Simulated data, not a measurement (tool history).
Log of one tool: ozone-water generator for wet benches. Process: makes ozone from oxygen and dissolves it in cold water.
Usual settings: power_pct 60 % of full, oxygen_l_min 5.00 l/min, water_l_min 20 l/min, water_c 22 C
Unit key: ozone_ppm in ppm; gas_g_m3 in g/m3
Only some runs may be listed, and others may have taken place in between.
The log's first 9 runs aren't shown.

run,day,power_pct,oxygen_l_min,water_l_min,water_c,hours of work since the electrodes were changed,hours of work since the contactor was cleaned,hours of work since the thermometer was calibrated,ozone_ppm,gas_g_m3
10,21.938,60,5.00,20,26,1116,4318,4318,15.7,167.3
11,25.233,60,5.00,20,26,1164,4367,4367,15.6,169.5
12,29.150,60,5.00,20,14,1221,4424,4424,18.7,168.1
13,31.067,88,5.00,20,14,1250,4452,4452,23.5,212.1
14,34.667,60,5.00,20,16,1302,4505,4505,18.0,167.5
15,37.358,60,5.00,20,22,1342,4544,4544,16.5,166.3
16,40.646,41,5.00,20,22,1390,4592,4592,13.0,131.2
17,42.379,41,5.00,20,22,1415,4618,4618,13.0,132.0
18,45.138,41,5.00,20,22,1456,4658,4658,13.1,131.1
19,47.938,41,5.00,20,22,1497,4699,4699,13.0,133.2
20,49.767,41,5.00,20,22,1524,4726,4726,13.0,131.4
21,51.654,41,6.44,27,22,1551,4754,4754,10.8,117.2
22,54.779,60,5.00,15,20,1597,4800,4800,20.6,167.6
23,58.204,60,5.00,15,20,1647,4850,4850,20.7,167.3
24,60.142,60,5.00,15,20,1676,4878,4878,20.5,167.9
25,62.958,60,5.00,15,20,1717,4919,4919,20.6,166.8
26,66.338,47,5.00,20,23,1767,4969,4969,14.1,145.7
27,68.179,47,5.00,20,23,1793,4996,4996,14.1,143.8
28,71.708,66,8.63,20,23,1845,5048,5048,17.5,138.8
29,74.654,66,8.63,20,23,1888,5091,5091,17.2,138.8
30,77.258,60,5.00,29,29,1927,5129,5129,11.3,168.4
31,79.392,91,2.80,13,19,1958,5160,5160,28.5,276.8
32,82.350,91,3.51,13,26,2001,5204,5204,26.0,252.7

Consider 4 possible next runs. They are alternatives, not a sequence: every one starts from the tool as it was left by run 32. What does each give?
A,85.796,60,6.47,20,22,2052,5254,5254,?,?
B,85.796,83,2.66,20,17,2052,5254,5254,?,?
C,85.796,96,2.55,13,21,2052,5254,5254,?,?
D,85.796,92,5.00,20,22,2052,5254,5254,?,?

run,ozone_ppm,gas_g_m3
A,16.8,149.1
B,19.3,271.9
C,28.1,303.5
D,21.4,218.1
Take away the tool's hidden state, keep each run's random variation, and the runs would have read:
run,ozone_ppm,gas_g_m3
A,16.8,149.2
B,19.3,272.0
C,28.1,303.6
D,21.4,218.1
